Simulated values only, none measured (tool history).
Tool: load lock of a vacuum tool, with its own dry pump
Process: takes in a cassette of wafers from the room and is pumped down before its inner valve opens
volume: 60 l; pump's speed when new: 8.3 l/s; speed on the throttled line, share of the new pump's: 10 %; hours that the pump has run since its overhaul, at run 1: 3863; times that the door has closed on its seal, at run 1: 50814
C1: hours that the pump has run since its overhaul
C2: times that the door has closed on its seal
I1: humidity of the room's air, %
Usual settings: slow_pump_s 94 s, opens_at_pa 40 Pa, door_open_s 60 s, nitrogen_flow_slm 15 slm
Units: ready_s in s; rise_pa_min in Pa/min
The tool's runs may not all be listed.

Run 1, hour 0: usual settings; C1 3863; C2 50814; I1 45.2. Result: ready_s 143.3 s, rise_pa_min 0.114 Pa/min.
Run 2, hour 56.1: usual settings; C1 3919; C2 51061; I1 42.2. Result: ready_s 142.2 s, rise_pa_min 0.106 Pa/min.
Run 3, hour 119: usual settings; C1 3982; C2 51338; I1 42.7. Result: ready_s 143.6 s, rise_pa_min 0.116 Pa/min.
Run 4, hour 203.5: usual settings; C1 4066; C2 51710; I1 44.4. Result: ready_s 143.4 s, rise_pa_min 0.109 Pa/min.
Run 5, hour 300.5: usual settings; C1 4164; C2 52138; I1 45.7. Result: ready_s 143.6 s, rise_pa_min 0.113 Pa/min.
Run 6, hour 399.6: usual settings; C1 4263; C2 52574; I1 42.7. Result: ready_s 144.5 s, rise_pa_min 0.112 Pa/min.
Run 7, hour 486.2: usual settings; C1 4349; C2 52956; I1 45. Result: ready_s 143.2 s, rise_pa_min 0.124 Pa/min.
Run 8, hour 594.2: usual settings; C1 4457; C2 53432; I1 44.6. Result: ready_s 143.1 s, rise_pa_min 0.115 Pa/min.
Run 9, hour 670.1: usual settings; C1 4533; C2 53766; I1 45.1. Result: ready_s 143.2 s, rise_pa_min 0.122 Pa/min.
Run 10, hour 727.7: usual settings; C1 4591; C2 54020; I1 45.5. Result: ready_s 142.2 s, rise_pa_min 0.116 Pa/min.
Run 11, hour 815.4: usual settings; C1 4678; C2 54406; I1 44.6. Result: ready_s 144 s, rise_pa_min 0.126 Pa/min.
Run 12, hour 928.6: usual settings; C1 4792; C2 54905; I1 42.6. Result: ready_s 144 s, rise_pa_min 0.123 Pa/min.
Run 13, hour 1023.9: usual settings; C1 4887; C2 55324; I1 46.2. Result: ready_s 143.8 s, rise_pa_min 0.123 Pa/min.
Run 14, hour 1129.3: usual settings; C1 4992; C2 55789; I1 45. Result: ready_s 144.3 s, rise_pa_min 0.132 Pa/min.
Run 15, hour 1216.1: usual settings; C1 5079; C2 56171; I1 45.5. Result: ready_s 142.7 s, rise_pa_min 0.135 Pa/min.
Run 16, hour 1262.9: usual settings; C1 5126; C2 56377; I1 45.8. Result: ready_s 143.4 s, rise_pa_min 0.129 Pa/min.
Run 17, hour 1329.5: usual settings; C1 5193; C2 56671; I1 43.4. Result: ready_s 144.2 s, rise_pa_min 0.127 Pa/min.
Run 18, hour 1427.6: usual settings but slow_pump_s 152 s, opens_at_pa 34 Pa, nitrogen_flow_slm 10 slm; C1 5291; C2 57103; I1 47. Result: ready_s 198.5 s, rise_pa_min 0.132 Pa/min.
Run 19, hour 1475.9: usual settings but slow_pump_s 152 s, opens_at_pa 34 Pa, nitrogen_flow_slm 10 slm; C1 5339; C2 57316; I1 45.8. Result: ready_s 195.9 s, rise_pa_min 0.135 Pa/min.
Run 20, hour 1587.3: usual settings but slow_pump_s 184 s, nitrogen_flow_slm 6 slm; C1 5450; C2 57807; I1 46.5. Result: ready_s 224.6 s, rise_pa_min 0.14 Pa/min.
Run 21, hour 1667.5: usual settings but slow_pump_s 144 s, opens_at_pa 77 Pa, nitrogen_flow_slm 6 slm; C1 5531; C2 58160; I1 44.1. Result: ready_s 183.6 s, rise_pa_min 0.145 Pa/min.
Run 22, hour 1723.5: usual settings but slow_pump_s 58 s, opens_at_pa 39 Pa, door_open_s 27 s, nitrogen_flow_slm 9 slm; C1 5586; C2 58406; I1 45.2. Result: ready_s 112.4 s, rise_pa_min 0.133 Pa/min.
Run 23, hour 1802: usual settings but slow_pump_s 58 s, opens_at_pa 39 Pa, door_open_s 27 s, nitrogen_flow_slm 9 slm; C1 5665; C2 58752; I1 41. Result: ready_s 113.1 s, rise_pa_min 0.133 Pa/min.
Run 24, hour 1901.3: usual settings but slow_pump_s 58 s, opens_at_pa 39 Pa, door_open_s 27 s, nitrogen_flow_slm 9 slm; C1 5764; C2 59190; I1 44.8. Result: ready_s 112.8 s, rise_pa_min 0.131 Pa/min.
Run 25, hour 1961: usual settings but slow_pump_s 78 s, opens_at_pa 76 Pa, door_open_s 146 s, nitrogen_flow_slm 9 slm; C1 5824; C2 59453; I1 47.3. Result: ready_s 123.8 s, rise_pa_min 0.154 Pa/min.
Run 26, hour 2070.9: usual settings but slow_pump_s 78 s, opens_at_pa 76 Pa, door_open_s 146 s, nitrogen_flow_slm 9 slm; C1 5934; C2 59937; I1 45.2. Result: ready_s 125.3 s, rise_pa_min 0.154 Pa/min.
Run 27, hour 2136.5: usual settings but slow_pump_s 78 s, opens_at_pa 76 Pa, door_open_s 146 s, nitrogen_flow_slm 9 slm; C1 5999; C2 60226; I1 46.2. Result: ready_s 125 s, rise_pa_min 0.156 Pa/min.
Run 28, hour 2218.6: usual settings but slow_pump_s 78 s, opens_at_pa 76 Pa, door_open_s 146 s, nitrogen_flow_slm 9 slm; C1 6082; C2 60587; I1 43.9. Result: ready_s 125.2 s, rise_pa_min 0.162 Pa/min.
Run 29, hour 2315.5: usual settings but slow_pump_s 157 s, opens_at_pa 54 Pa, door_open_s 159 s, nitrogen_flow_slm 12 slm; C1 6179; C2 61015; I1 42.8. Result: ready_s 202.1 s, rise_pa_min 0.153 Pa/min.
Run 30, hour 2383.8: usual settings but opens_at_pa 31 Pa, nitrogen_flow_slm 13 slm; C1 6247; C2 61315; I1 45.8. Result: ready_s 148 s, rise_pa_min 0.148 Pa/min.
Run 31, hour 2481.7: usual settings but opens_at_pa 31 Pa, nitrogen_flow_slm 13 slm; C1 6345; C2 61746; I1 44.2. Result: ready_s 145.6 s, rise_pa_min 0.145 Pa/min.

The same runs without the tool's hidden state, with the same run-to-run variation:
The hidden state here: pump's speed, % of a new pump's; leak at the door's seal, Pa l/s; drift of the gauge itself on ready_s, %; drift of the gauge itself on rise_pa_min, %.
run  ready_s  rise_pa_min
  1    141.3        0.027
  2    140.2        0.021
  3    141.6        0.028
  4    141.3        0.018
  5    141.5        0.023
  6    142.3         0.02
  7    140.9         0.03
  8    140.8         0.02
  9    140.8        0.026
 10    139.8        0.019
 11    141.5        0.027
 12    141.5        0.023
 13    141.2        0.021
 14    141.6         0.03
 15      140        0.033
 16    140.6        0.024
 17    141.4        0.023
 18    195.9        0.026
 19    193.3        0.028
 20    222.2        0.031
 21    181.3        0.034
 22    109.1        0.024
 23    109.8        0.021
 24    109.4        0.019
 25    120.9        0.041
 26    122.3        0.037
 27    121.9        0.039
 28    122.1        0.043
 29    199.3        0.033
 30    144.4        0.026
 31      142        0.024
